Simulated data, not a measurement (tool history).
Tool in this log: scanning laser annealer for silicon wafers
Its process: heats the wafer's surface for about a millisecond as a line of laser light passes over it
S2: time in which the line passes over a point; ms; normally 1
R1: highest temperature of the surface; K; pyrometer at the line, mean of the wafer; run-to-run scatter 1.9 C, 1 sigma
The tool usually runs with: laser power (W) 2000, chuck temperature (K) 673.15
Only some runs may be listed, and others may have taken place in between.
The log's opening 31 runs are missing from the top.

{"run": 32, "hour": 188.5, "laser power (W)": 2000, "S2": 1, "chuck temperature (K)": 691.15, "R1": 1429.15}
{"run": 33, "hour": 196.2, "laser power (W)": 2000, "S2": 1, "chuck temperature (K)": 691.15, "R1": 1428.15}
{"run": 34, "hour": 202.4, "laser power (W)": 2000, "S2": 1, "chuck temperature (K)": 691.15, "R1": 1427.15}
{"run": 35, "hour": 210.6, "laser power (W)": 2000, "S2": 1, "chuck temperature (K)": 691.15, "R1": 1423.15}
{"run": 36, "hour": 216.5, "laser power (W)": 2152, "S2": 0.97, "chuck temperature (K)": 635.15, "R1": 1413.15}
{"run": 37, "hour": 221.8, "laser power (W)": 2132, "S2": 1.11, "chuck temperature (K)": 698.15, "R1": 1527.15}
{"run": 38, "hour": 228.0, "laser power (W)": 2132, "S2": 1.11, "chuck temperature (K)": 698.15, "R1": 1525.15}
{"run": 39, "hour": 232.3, "laser power (W)": 1724, "S2": 0.74, "chuck temperature (K)": 669.15, "R1": 1203.15}
{"run": 40, "hour": 239.5, "laser power (W)": 1924, "S2": 1, "chuck temperature (K)": 666.15, "R1": 1371.15}

Below are 5 alternative next runs, each starting from the tool's condition after run 40. Predict each:
{"run": "A", "hour": 243.4, "laser power (W)": 1924, "S2": 1.09, "chuck temperature (K)": 655.15, "R1": "?"}
{"run": "B", "hour": 243.4, "laser power (W)": 1747, "S2": 1, "chuck temperature (K)": 648.15, "R1": "?"}
{"run": "C", "hour": 243.4, "laser power (W)": 1920, "S2": 1.1, "chuck temperature (K)": 673.15, "R1": "?"}
{"run": "D", "hour": 243.4, "laser power (W)": 1924, "S2": 0.85, "chuck temperature (K)": 666.15, "R1": "?"}
{"run": "E", "hour": 243.4, "laser power (W)": 1717, "S2": 0.7, "chuck temperature (K)": 662.15, "R1": "?"}

run=A R1=1390.15
run=B R1=1288.15
run=C R1=1415.15
run=D R1=1310.15
run=E R1=1177.15
What these runs would have given with no unlogged condition in the tool:
run=A R1=1428.15
run=B R1=1321.15
run=C R1=1453.15
run=D R1=1344.15
run=E R1=1203.15
